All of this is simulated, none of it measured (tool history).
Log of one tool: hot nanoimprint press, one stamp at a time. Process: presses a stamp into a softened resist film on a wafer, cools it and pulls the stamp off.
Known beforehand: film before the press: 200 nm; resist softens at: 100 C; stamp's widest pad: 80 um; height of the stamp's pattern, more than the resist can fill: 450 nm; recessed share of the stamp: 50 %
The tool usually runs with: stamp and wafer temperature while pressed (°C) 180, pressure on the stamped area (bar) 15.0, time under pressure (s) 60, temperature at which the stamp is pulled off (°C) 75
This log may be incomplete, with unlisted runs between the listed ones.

run  hour  stamp and wafer temperature while pressed (°C)  pressure on the stamped area (bar)  time under pressure (s)  temperature at which the stamp is pulled off (°C)  resist left under the stamp's widest pad (angstrom)  greatest force while the stamp is pulled off (N)
  1   0.0                                             180                                15.0                       60                                                 75                                                  904                                               108
  2   5.7                                             180                                15.0                       60                                                 75                                                  907                                               107
  3  13.0                                             180                                15.0                       60                                                 75                                                  900                                               112
  4  22.6                                             180                                15.0                       60                                                 75                                                  898                                               110
  5  33.3                                             180                                11.5                       60                                                 75                                                 1031                                               108
  6  39.9                                             180                                15.0                       60                                                 75                                                  908                                               108
  7  46.7                                             180                                15.0                       60                                                 75                                                  908                                               110
  8  52.2                                             180                                15.0                       60                                                 75                                                  915                                               103
  9  57.6                                             180                                15.0                       60                                                 75                                                  906                                               108
 10  66.6                                             180                                15.0                       60                                                 75                                                  903                                               105
 11  73.8                                             180                                23.6                       60                                                 75                                                  694                                               106
 12  83.9                                             186                                15.0                       60                                                 76                                                  755                                               102
 13  93.7                                             189                                16.4                       94                                                 81                                                  557                                                94
 14  99.6                                             189                                16.4                       94                                                 81                                                  551                                                93

Run 15 has not been measured yet. What should we expect?
 15  110.3                                             189                                14.0                       67                                                 80                                                    ?                                                 ?

Run 15 measured resist left under the stamp's widest pad (angstrom) 692, greatest force while the stamp is pulled off (N) 91.
Take away the tool's hidden state, keep the run-to-run variation as it was, and the same run would have given resist left under the stamp's widest pad (angstrom) 686, greatest force while the stamp is pulled off (N) 91.
